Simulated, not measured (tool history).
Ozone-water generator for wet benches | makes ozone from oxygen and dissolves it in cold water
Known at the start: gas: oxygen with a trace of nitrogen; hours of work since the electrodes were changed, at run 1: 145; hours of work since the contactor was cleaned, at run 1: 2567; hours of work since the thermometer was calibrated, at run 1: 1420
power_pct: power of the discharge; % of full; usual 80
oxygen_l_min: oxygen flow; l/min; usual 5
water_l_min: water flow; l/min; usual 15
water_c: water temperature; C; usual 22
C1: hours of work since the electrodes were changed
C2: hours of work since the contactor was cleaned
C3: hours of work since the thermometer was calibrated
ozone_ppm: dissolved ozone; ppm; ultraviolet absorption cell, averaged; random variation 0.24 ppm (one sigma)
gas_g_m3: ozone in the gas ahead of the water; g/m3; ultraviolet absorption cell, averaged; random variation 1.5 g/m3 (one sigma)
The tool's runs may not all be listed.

run 1 day=0 | power_pct=80 oxygen_l_min=5 water_l_min=15 water_c=22 | C1=145 C2=2567 C3=1420 | ozone_ppm=34.9 gas_g_m3=280.9
run 2 day=3.9 | power_pct=80 oxygen_l_min=5 water_l_min=15 water_c=22 | C1=221 C2=2643 C3=1496 | ozone_ppm=35.5 gas_g_m3=280.3
run 3 day=7.842 | power_pct=80 oxygen_l_min=5.7 water_l_min=15 water_c=22 | C1=299 C2=2720 C3=1573 | ozone_ppm=36.2 gas_g_m3=268.4
run 4 day=10.342 | power_pct=80 oxygen_l_min=7.78 water_l_min=15 water_c=22 | C1=348 C2=2769 C3=1622 | ozone_ppm=37.1 gas_g_m3=242.6
run 5 day=14.638 | power_pct=80 oxygen_l_min=7.78 water_l_min=15 water_c=22 | C1=432 C2=2853 C3=1707 | ozone_ppm=36.9 gas_g_m3=243
run 6 day=16.958 | power_pct=80 oxygen_l_min=7.78 water_l_min=15 water_c=22 | C1=477 C2=2899 C3=1752 | ozone_ppm=36.6 gas_g_m3=244.5
run 7 day=21.2 | power_pct=80 oxygen_l_min=7.78 water_l_min=15 water_c=22 | C1=560 C2=2982 C3=1835 | ozone_ppm=37 gas_g_m3=240.1
run 8 day=24.667 | power_pct=80 oxygen_l_min=7.78 water_l_min=15 water_c=24 | C1=628 C2=3050 C3=1903 | ozone_ppm=34.9 gas_g_m3=241.9
run 9 day=28.55 | power_pct=80 oxygen_l_min=5 water_l_min=15 water_c=22 | C1=704 C2=3126 C3=1979 | ozone_ppm=35 gas_g_m3=276.1
run 10 day=30.767 | power_pct=55 oxygen_l_min=2.74 water_l_min=15 water_c=22 | C1=748 C2=3169 C3=2023 | ozone_ppm=22.5 gas_g_m3=243.1
run 11 day=33.45 | power_pct=74 oxygen_l_min=2.74 water_l_min=15 water_c=22 | C1=800 C2=3222 C3=2075 | ozone_ppm=28.6 gas_g_m3=311.6
run 12 day=35.425 | power_pct=74 oxygen_l_min=7.87 water_l_min=15 water_c=22 | C1=839 C2=3261 C3=2114 | ozone_ppm=34.1 gas_g_m3=225

Run 13 comes next. What will it give?
run 13 day=37.9 | power_pct=67 oxygen_l_min=5 water_l_min=15 water_c=17 | C1=888 C2=3309 C3=2163 | ozone_ppm=? gas_g_m3=?

{"run 13": {"ozone_ppm": 32.6, "gas_g_m3": 240}}
Without the tool's hidden state the same run would have given ozone_ppm 34.5 ppm, gas_g_m3 243.9 g/m3.

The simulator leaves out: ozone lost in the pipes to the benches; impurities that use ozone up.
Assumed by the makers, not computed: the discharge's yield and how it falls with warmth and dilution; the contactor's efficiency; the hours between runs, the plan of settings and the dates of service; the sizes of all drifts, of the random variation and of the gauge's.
